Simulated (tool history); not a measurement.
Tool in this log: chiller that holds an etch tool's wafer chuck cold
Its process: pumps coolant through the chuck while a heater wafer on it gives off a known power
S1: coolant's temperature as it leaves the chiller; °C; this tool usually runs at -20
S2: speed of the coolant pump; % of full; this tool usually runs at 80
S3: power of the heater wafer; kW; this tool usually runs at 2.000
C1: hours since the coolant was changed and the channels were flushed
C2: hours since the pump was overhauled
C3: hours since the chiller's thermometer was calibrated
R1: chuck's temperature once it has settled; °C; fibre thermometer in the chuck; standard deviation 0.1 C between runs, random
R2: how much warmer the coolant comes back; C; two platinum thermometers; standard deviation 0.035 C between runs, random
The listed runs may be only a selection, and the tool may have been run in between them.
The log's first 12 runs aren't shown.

run 13 hour=562.5 | S1=-23 S2=80 S3=2.000 | C1=800 C2=1405 C3=2611 | R1=-7.5 R2=6.46
run 14 hour=617.5 | S1=-20 S2=80 S3=2.000 | C1=855 C2=1460 C3=2666 | R1=-4.4 R2=6.42
run 15 hour=645.8 | S1=-20 S2=80 S3=2.000 | C1=883 C2=1489 C3=2694 | R1=-4.5 R2=6.40
run 16 hour=704.4 | S1=-20 S2=80 S3=2.000 | C1=941 C2=1547 C3=2752 | R1=-4.4 R2=6.46
run 17 hour=735.1 | S1=-18 S2=95 S3=1.626 | C1=972 C2=1578 C3=2783 | R1=-7.3 R2=4.28
run 18 hour=783.4 | S1=-18 S2=95 S3=1.626 | C1=1021 C2=1626 C3=2832 | R1=-7.4 R2=4.33
run 19 hour=830.2 | S1=-18 S2=61 S3=1.626 | C1=1067 C2=1673 C3=2878 | R1=-1.7 R2=7.18
run 20 hour=876.9 | S1=-18 S2=99 S3=1.189 | C1=1114 C2=1720 C3=2925 | R1=-10.6 R2=3.07
run 21 hour=906.3 | S1=-18 S2=99 S3=1.189 | C1=1143 C2=1749 C3=2954 | R1=-10.4 R2=3.01
run 22 hour=947.6 | S1=-19 S2=99 S3=1.024 | C1=1185 C2=1790 C3=2996 | R1=-12.6 R2=2.63
run 23 hour=987.0 | S1=-28 S2=80 S3=2.046 | C1=1224 C2=1830 C3=3035 | R1=-11.9 R2=6.59
run 24 hour=1039.9 | S1=-20 S2=88 S3=2.000 | C1=1277 C2=1883 C3=3088 | R1=-5.4 R2=5.81
-- hour=1103.6 chiller's thermometer calibrated
run 25 hour=1105.6 | S1=-12 S2=73 S3=1.686 | C1=1342 C2=1948 C3=2 | R1=2.8 R2=6.04
run 26 hour=1149.1 | S1=-12 S2=67 S3=2.000 | C1=1385 C2=1991 C3=45 | R1=7.2 R2=7.94
run 27 hour=1202.8 | S1=-12 S2=67 S3=1.026 | C1=1439 C2=2045 C3=99 | R1=-2.2 R2=4.07
run 28 hour=1235.9 | S1=-20 S2=93 S3=1.014 | C1=1472 C2=2078 C3=132 | R1=-12.6 R2=2.71
run 29 hour=1281.3 | S1=-30 S2=61 S3=1.181 | C1=1517 C2=2123 C3=178 | R1=-17.5 R2=5.24
run 30 hour=1333.6 | S1=-30 S2=61 S3=1.181 | C1=1570 C2=2176 C3=230 | R1=-17.5 R2=5.22
run 31 hour=1369.7 | S1=-23 S2=80 S3=2.000 | C1=1606 C2=2212 C3=266 | R1=-6.5 R2=6.52

Forecast each of these 4 alternatives for the next run:
run A hour=1419.4 | S1=-18 S2=92 S3=1.710 | C1=1656 C2=2261 C3=316 | R1=? R2=?
run B hour=1419.4 | S1=-22 S2=88 S3=1.437 | C1=1656 C2=2261 C3=316 | R1=? R2=?
run C hour=1419.4 | S1=-23 S2=94 S3=2.000 | C1=1656 C2=2261 C3=316 | R1=? R2=?
run D hour=1419.4 | S1=-20 S2=87 S3=1.658 | C1=1656 C2=2261 C3=316 | R1=? R2=?

run=A R1=-5.4 R2=4.77
run=B R1=-11.1 R2=4.21
run=C R1=-8.6 R2=5.44
run=D R1=-7.1 R2=4.89
With the hidden condition removed and each run's random variation left untouched, the same runs would have given:
run=A R1=-6.7 R2=4.56
run=B R1=-12.3 R2=4.01
run=C R1=-10.1 R2=5.19
run=D R1=-8.4 R2=4.67
